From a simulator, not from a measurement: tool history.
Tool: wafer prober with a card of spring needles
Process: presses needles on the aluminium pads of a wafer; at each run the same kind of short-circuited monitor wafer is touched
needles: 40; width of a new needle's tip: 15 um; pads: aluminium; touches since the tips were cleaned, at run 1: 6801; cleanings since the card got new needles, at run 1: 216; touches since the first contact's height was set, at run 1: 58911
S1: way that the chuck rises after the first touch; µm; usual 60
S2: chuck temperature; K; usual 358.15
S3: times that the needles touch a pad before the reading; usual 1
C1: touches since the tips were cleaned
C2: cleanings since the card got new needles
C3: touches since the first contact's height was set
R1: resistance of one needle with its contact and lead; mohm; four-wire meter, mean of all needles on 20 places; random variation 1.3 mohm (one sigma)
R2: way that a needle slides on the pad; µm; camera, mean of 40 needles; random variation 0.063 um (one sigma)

Run 1, day 0: usual settings; C1 6801; C2 216; C3 58911. Result: R1 180 mohm, R2 13.17 µm.
At day 0.142: tips cleaned on abrasive film.
At day 0.825: tips cleaned on abrasive film.
At day 1.375: tips cleaned on abrasive film.
At day 2.058: tips cleaned on abrasive film.
At day 2.742: tips cleaned on abrasive film.
At day 3.429: tips cleaned on abrasive film.
Run 2, day 3.517: usual settings; C1 1234; C2 222; C3 106672. Result: R1 144 mohm, R2 12.95 µm.
At day 4.067: tips cleaned on abrasive film.
At day 4.75: tips cleaned on abrasive film.
At day 5.438: tips cleaned on abrasive film.
At day 6.121: tips cleaned on abrasive film.
At day 6.804: tips cleaned on abrasive film.
At day 7.208: height of the first contact set anew.
Run 3, day 7.208: usual settings but S2 337.15 K; C1 5339; C2 227; C3 0. Result: R1 177 mohm, R2 12.85 µm.
At day 7.483: tips cleaned on abrasive film.
At day 8.171: tips cleaned on abrasive film.
At day 8.854: tips cleaned on abrasive film.
At day 9.404: tips cleaned on abrasive film.
At day 10.088: tips cleaned on abrasive film.
Run 4, day 10.171: usual settings but S1 41 µm, S2 337.15 K; C1 1150; C2 232; C3 40232. Result: R1 168 mohm, R2 8.49 µm.
At day 10.721: tips cleaned on abrasive film.
At day 11.404: tips cleaned on abrasive film.
At day 12.092: tips cleaned on abrasive film.
At day 12.775: tips cleaned on abrasive film.
At day 13.325: tips cleaned on abrasive film.
At day 14.008: tips cleaned on abrasive film.
Run 5, day 14.008: usual settings but S1 56 µm, S2 337.15 K; C1 0; C2 238; C3 92333. Result: R1 121 mohm, R2 11.74 µm.
At day 14.692: tips cleaned on abrasive film.
At day 15.379: tips cleaned on abrasive film.
At day 16.062: tips cleaned on abrasive film.
Run 6, day 16.558: usual settings but S1 56 µm, S2 337.15 K, S3 2; C1 6785; C2 241; C3 127033. Result: R1 166 mohm, R2 11.57 µm.
At day 16.7: tips cleaned on abrasive film.
At day 17.383: tips cleaned on abrasive film.
At day 17.942: height of the first contact set anew, once more.
At day 18.079: tips cleaned on abrasive film.
At day 18.767: tips cleaned on abrasive film.
At day 19.45: tips cleaned on abrasive film.
At day 20.133: tips cleaned on abrasive film.
Run 7, day 20.146: usual settings but S2 350.15 K; C1 166; C2 247; C3 29944. Result: R1 124 mohm, R2 13.17 µm.
At day 20.696: tips cleaned on abrasive film.
At day 21.246: tips cleaned on abrasive film.
At day 21.929: tips cleaned on abrasive film.
At day 22.612: tips cleaned on abrasive film.
Run 8, day 23.058: usual settings but S3 2; C1 6104; C2 251; C3 69549. Result: R1 153 mohm, R2 13.28 µm.
At day 23.2: tips cleaned on abrasive film.
At day 23.75: tips cleaned on abrasive film.
At day 24.433: tips cleaned on abrasive film.
At day 25.117: tips cleaned on abrasive film.
At day 25.804: tips cleaned on abrasive film.
At day 26.488: tips cleaned on abrasive film.
Run 9, day 26.517: usual settings but S3 2; C1 399; C2 257; C3 116475. Result: R1 127 mohm, R2 12.95 µm.
At day 27.067: tips cleaned on abrasive film.
At day 27.75: tips cleaned on abrasive film.
At day 28.433: tips cleaned on abrasive film.
Run 10, day 28.467: usual settings; C1 446; C2 260; C3 142975. Result: R1 127 mohm, R2 12.74 µm.
At day 29.017: tips cleaned on abrasive film.
At day 29.575: height of the first contact set anew.
At day 29.712: tips cleaned on abrasive film.
At day 30.4: tips cleaned on abrasive film.
Run 11, day 30.462: usual settings; C1 901; C2 263; C3 12067. Result: R1 133 mohm, R2 13.25 µm.
At day 31.012: tips cleaned on abrasive film.
At day 31.696: tips cleaned on abrasive film.
At day 32.246: tips cleaned on abrasive film.
At day 32.929: tips cleaned on abrasive film.
At day 33.617: tips cleaned on abrasive film.
Run 12, day 33.833: usual settings; C1 2961; C2 268; C3 57833. Result: R1 167 mohm, R2 13.04 µm.
At day 34.246: tips cleaned on abrasive film.
At day 34.929: tips cleaned on abrasive film.
At day 35.612: tips cleaned on abrasive film.
At day 36.3: tips cleaned on abrasive film.
At day 36.983: tips cleaned on abrasive film.
Run 13, day 37.342: usual settings but S1 74 µm; C1 4910; C2 273; C3 105546. Result: R1 159 mohm, R2 16.09 µm.
At day 37.621: tips cleaned on abrasive film.
At day 38.304: tips cleaned on abrasive film.
At day 38.988: tips cleaned on abrasive film.
At day 39.675: tips cleaned on abrasive film.
At day 40.358: tips cleaned on abrasive film.
At day 40.858: card fitted with new needles.
At day 41.542: tips cleaned on abrasive film.
Run 14, day 42.054: usual settings but S1 73 µm, S2 339.15 K; C1 6973; C2 1; C3 16278. Result: R1 138 mohm, R2 15.98 µm.
At day 42.192: tips cleaned on abrasive film.
At day 42.879: tips cleaned on abrasive film.
At day 43.425: tips cleaned on abrasive film.
At day 44.112: tips cleaned on abrasive film.
Run 15, day 44.512: usual settings but S1 65 µm, S2 302.15 K, S3 2; C1 5503; C2 5; C3 49697. Result: R1 124 mohm, R2 14.26 µm.
At day 44.792: tips cleaned on abrasive film.
At day 45.338: tips cleaned on abrasive film.
At day 45.888: tips cleaned on abrasive film.
At day 46.571: tips cleaned on abrasive film.
Run 16, day 46.712: usual settings but S1 46 µm, S2 302.15 K, S3 2; C1 1930; C2 9; C3 79542. Result: R1 132 mohm, R2 10.05 µm.
At day 47.125: tips cleaned on abrasive film.
At day 47.812: tips cleaned on abrasive film.
At day 48.496: tips cleaned on abrasive film.
At day 49.179: tips cleaned on abrasive film.
At day 49.867: tips cleaned on abrasive film.
At day 50.55: tips cleaned on abrasive film.
Run 17, day 50.942: usual settings but S1 46 µm, S2 388.15 K, S3 2; C1 5364; C2 15; C3 137013. Result: R1 154 mohm, R2 9.77 µm.
At day 51.217: tips cleaned on abrasive film.
At day 51.904: tips cleaned on abrasive film.
At day 52.458: height of the first contact set anew.
At day 52.6: tips cleaned on abrasive film.
Run 18, day 52.721: usual settings but S1 42 µm, S2 380.15 K; C1 1673; C2 18; C3 3533. Result: R1 156 mohm, R2 9.22 µm.
At day 53.271: tips cleaned on abrasive film.
At day 53.821: tips cleaned on abrasive film.
At day 54.504: tips cleaned on abrasive film.
Run 19, day 54.667: usual settings but S1 42 µm, S2 380.15 K; C1 2231; C2 21; C3 29958. Result: R1 156 mohm, R2 9.24 µm.
At day 55.079: tips cleaned on abrasive film.
At day 55.767: tips cleaned on abrasive film.
At day 56.45: tips cleaned on abrasive film.
At day 57.133: tips cleaned on abrasive film.
At day 57.821: tips cleaned on abrasive film.
At day 58.504: tips cleaned on abrasive film.
Run 20, day 58.671: usual settings but S1 50 µm, S2 316.15 K, S3 3; C1 2253; C2 27; C3 84322. Result: R1 126 mohm, R2 10.78 µm.
At day 59.083: tips cleaned on abrasive film.
At day 59.767: tips cleaned on abrasive film.
At day 60.45: tips cleaned on abrasive film.
At day 61.138: tips cleaned on abrasive film.
At day 61.683: tips cleaned on abrasive film.
At day 62.371: tips cleaned on abrasive film.
Run 21, day 62.429: usual settings but S1 49 µm, S2 302.15 K, S3 2; C1 833; C2 33; C3 135405. Result: R1 117 mohm, R2 10.41 µm.
At day 62.979: tips cleaned on abrasive film.
At day 63.662: tips cleaned on abrasive film.
At day 64.083: height of the first contact set anew.
At day 64.362: tips cleaned on abrasive film.
At day 65.046: tips cleaned on abrasive film.
At day 65.596: tips cleaned on abrasive film.
Run 22, day 65.725: usual settings but S1 49 µm, S2 302.15 K, S3 2; C1 1788; C2 38; C3 22260. Result: R1 124 mohm, R2 10.83 µm.
At day 66.275: tips cleaned on abrasive film.
At day 66.958: tips cleaned on abrasive film.
At day 67.642: tips cleaned on abrasive film.
At day 68.192: tips cleaned on abrasive film.
Run 23, day 68.304: usual settings but S1 49 µm, S2 302.15 K, S3 2; C1 1553; C2 42; C3 57313. Result: R1 124 mohm, R2 10.58 µm.
At day 68.854: tips cleaned on abrasive film.
At day 69.538: tips cleaned on abrasive film.
At day 70.088: tips cleaned on abrasive film.
At day 70.771: tips cleaned on abrasive film.
Run 24, day 71.317: usual settings but S1 49 µm, S2 302.15 K, S3 2; C1 7424; C2 46; C3 98236. Result: R1 148 mohm, R2 10.67 µm.
At day 71.454: tips cleaned on abrasive film.
At day 72.004: tips cleaned on abrasive film.
At day 72.688: tips cleaned on abrasive film.
At day 73.375: tips cleaned on abrasive film.
Run 25, day 73.717: usual settings but S1 71 µm, S2 365.15 K, S3 2; C1 4720; C2 50; C3 130872. Result: R1 129 mohm, R2 15.41 µm.

Measured less the same run without the tool's hidden state. The same run-to-run variation is in both; the gauge's scatter may not be:
The hidden state here: debris on the tips, nm; way that the needles fall short of the set height, um; tips' diameter, um; drift of the gauge itself on contact_mohm, %; drift of the gauge itself on scrub_um, %.
run   R1     R2
  1  +67  -0.12
  2  +31  -0.24
  3  +67  -0.44
  4  +56  -0.54
  5  +11  -0.68
  6  +56  -0.74
  7  +12  -0.07
  8  +41  -0.14
  9  +14  -0.27
 10  +17  -0.32
 11  +23  -0.05
 12  +55  -0.16
 13  +48  -0.27
 14  +31  -0.03
 15  +22   -0.1
 16  +24  -0.19
 17  +36  -0.32
 18  +36  -0.03
 19  +38  -0.09
 20  +15   -0.2
 21  +11  -0.29
 22  +17  -0.06
 23  +19  -0.15
 24  +42  -0.21
 25  +18   -0.3

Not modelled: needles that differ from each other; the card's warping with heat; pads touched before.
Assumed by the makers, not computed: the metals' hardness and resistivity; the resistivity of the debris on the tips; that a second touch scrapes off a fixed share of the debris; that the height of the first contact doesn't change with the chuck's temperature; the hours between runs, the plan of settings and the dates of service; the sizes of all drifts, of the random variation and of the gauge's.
